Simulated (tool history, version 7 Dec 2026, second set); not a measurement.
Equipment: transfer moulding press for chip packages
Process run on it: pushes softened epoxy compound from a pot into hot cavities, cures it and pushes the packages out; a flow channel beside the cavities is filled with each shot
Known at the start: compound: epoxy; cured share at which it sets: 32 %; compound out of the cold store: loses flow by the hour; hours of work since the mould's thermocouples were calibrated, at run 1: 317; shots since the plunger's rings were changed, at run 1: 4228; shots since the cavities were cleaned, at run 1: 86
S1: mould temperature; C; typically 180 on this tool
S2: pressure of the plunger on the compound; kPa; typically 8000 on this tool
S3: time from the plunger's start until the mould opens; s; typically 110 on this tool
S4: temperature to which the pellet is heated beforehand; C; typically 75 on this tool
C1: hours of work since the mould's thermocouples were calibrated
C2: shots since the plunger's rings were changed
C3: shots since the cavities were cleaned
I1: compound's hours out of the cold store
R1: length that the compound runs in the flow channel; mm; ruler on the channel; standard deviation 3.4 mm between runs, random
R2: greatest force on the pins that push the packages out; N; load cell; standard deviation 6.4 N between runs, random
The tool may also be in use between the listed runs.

run	hour	S1	S2	S3	S4	C1	C2	C3	I1	R1	R2
1	0	180	8000	110	75	317	4228	86	18.1	830	284
2	10.7	180	8000	103	75	322	4317	175	20.3	821	378
3	26.3	180	8000	103	75	329	4448	306	35.1	786	390
4	44.9	180	8000	103	75	337	4604	462	11.2	848	460
5	61.4	180	8000	103	75	345	4741	599	40.9	776	444
6	74.3	180	8000	110	75	351	4850	708	15.4	835	435
7	87	180	8000	110	75	356	4955	813	46.2	763	430
# hour 95.3: cavities cleaned with cleaning compound and waxed
8	103.5	180	8000	110	75	363	5081	68	16	826	296
9	114.3	180	8000	101	75	368	5171	158	27.9	796	388
10	130.1	180	8350	136	75	375	5304	291	24.7	828	269

For run 11, what comes out?
11	140.9	180	7850	146	71	380	5394	381	26.8	?	?

Run 11 gave R1 798 mm, R2 276 N.
Had the tool carried no hidden state, the very same run would have given R1 833 mm, R2 192 N.
